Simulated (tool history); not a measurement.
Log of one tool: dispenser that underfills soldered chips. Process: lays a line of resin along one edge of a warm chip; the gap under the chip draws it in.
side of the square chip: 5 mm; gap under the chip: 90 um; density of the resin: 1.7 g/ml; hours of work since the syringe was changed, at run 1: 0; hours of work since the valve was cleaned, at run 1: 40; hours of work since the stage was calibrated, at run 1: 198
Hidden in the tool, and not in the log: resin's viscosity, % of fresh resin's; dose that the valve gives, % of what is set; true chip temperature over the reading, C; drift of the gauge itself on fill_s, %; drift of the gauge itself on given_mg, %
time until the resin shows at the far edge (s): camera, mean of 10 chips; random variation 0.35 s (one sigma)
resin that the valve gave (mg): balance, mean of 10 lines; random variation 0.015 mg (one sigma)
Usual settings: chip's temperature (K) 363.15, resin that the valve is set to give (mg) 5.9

run	hour	chip's temperature (K)	resin that the valve is set to give (mg)	hours of work since the syringe was changed	hours of work since the valve was cleaned	hours of work since the stage was calibrated	time until the resin shows at the far edge (s)	resin that the valve gave (mg)
1	0	363.15	5.9	0	40	198	17.2	5.82
2	5.4	371.15	5.9	5	45	202	15.7	5.78
# hour 8.9: new syringe of resin
3	10.9	371.15	5.9	2	49	206	14	5.79
4	15.4	363.15	5.9	5	52	209	21.8	5.77
# hour 18.4: new syringe of resin
5	20.4	363.15	5.9	2	56	213	18.3	5.73
6	23.7	363.15	5.9	4	59	216	21.1	5.76
# hour 27.6: new syringe of resin
7	28.7	363.15	5.48	1	62	219	17.2	5.36
8	33.2	363.15	5.48	4	66	223	21.3	5.3
# hour 37: new syringe of resin
9	39.5	363.15	5.48	2	71	228	18.4	5.32
10	44	363.15	5.48	5	74	231	21.8	5.3
# hour 46.7: new syringe of resin
# hour 49.3: dispensing valve cleaned and set on the balance
11	49.6	363.15	5.48	1	0	235	18.3	5.46
12	54.9	363.15	5.48	6	4	239	22.2	5.45
# hour 57: new syringe of resin
13	59.4	363.15	5.9	2	8	242	17.9	5.86
14	64.7	363.15	5.9	6	12	246	21.8	5.85
# hour 66.3: new syringe of resin
15	71	363.15	5.9	4	17	251	19.9	5.83
# hour 75.5: new syringe of resin
16	76.2	363.15	5.9	1	20	255	17	5.8
17	79.8	363.15	5.9	3	23	258	19.8	5.79
18	83.2	363.15	5.85	6	26	260	22.7	5.76
# hour 84.8: new syringe of resin
19	86.8	361.15	6.6	2	29	263	18.9	6.49
20	91	369.15	5.23	5	32	266	17.5	5.12
# hour 94.2: new syringe of resin
21	97.2	369.15	5.23	2	36	271	15.4	5.13
22	100.4	369.15	5.23	5	39	273	17.4	5.11
# hour 103.5: new syringe of resin
23	103.8	369.15	5.23	0	41	276	13.8	5.12
24	108.7	378.15	5.44	4	45	280	12	5.3
# hour 113.1: new syringe of resin
25	114.2	378.15	5.44	1	49	284	10.4	5.32
26	117.5	362.15	5.93	3	52	286	20.8	5.75
27	121.6	367.15	7.51	7	55	290	19.2	7.3
# hour 122.5: new syringe of resin
28	126.8	357.15	6.06	3	59	293	24.8	5.9
# hour 131.8: new syringe of resin
29	132	357.15	6.06	0	63	297	20.9	5.87
30	135.7	357.15	6.06	3	66	300	23.9	5.86
31	138.7	370.15	7.55	5	68	303	16.3	7.28
# hour 140.9: new syringe of resin
32	144.1	357.15	7.55	2	72	306	22.3	7.29
33	148.6	357.15	7.55	6	76	310	27.2	7.24
# hour 150.5: new syringe of resin
# hour 152: dispensing valve cleaned and set on the balance
34	154.6	363.15	7.67	2	2	314	17.5	7.67
# hour 160.8: new syringe of resin
35	160.8	353.15	6.17	0	7	318	23.3	6.18
36	166	355.15	5.55	4	11	322	27	5.53

The same runs without the tool's hidden state, with the same run-to-run variation:
run	time until the resin shows at the far edge (s)	resin that the valve gave (mg)
1	17.2	5.92
2	12.8	5.89
3	13.3	5.91
4	17.5	5.91
5	17.3	5.88
6	17.7	5.91
7	17	5.51
8	18	5.45
9	17.5	5.49
10	17.5	5.48
11	17.8	5.49
12	17.9	5.48
13	17.2	5.91
14	17.3	5.91
15	17.2	5.9
16	17.1	5.88
17	17.5	5.87
18	17.7	5.85
19	18.4	6.6
20	14.5	5.21
21	14.2	5.24
22	14.3	5.22
23	14.2	5.24
24	10.3	5.44
25	10.4	5.47
26	18.4	5.92
27	14.7	7.52
28	22.3	6.08
29	21.8	6.07
30	21.7	6.06
31	13.3	7.54
32	20.9	7.57
33	21.7	7.53
34	16.6	7.65
35	24.8	6.17
36	23.6	5.54
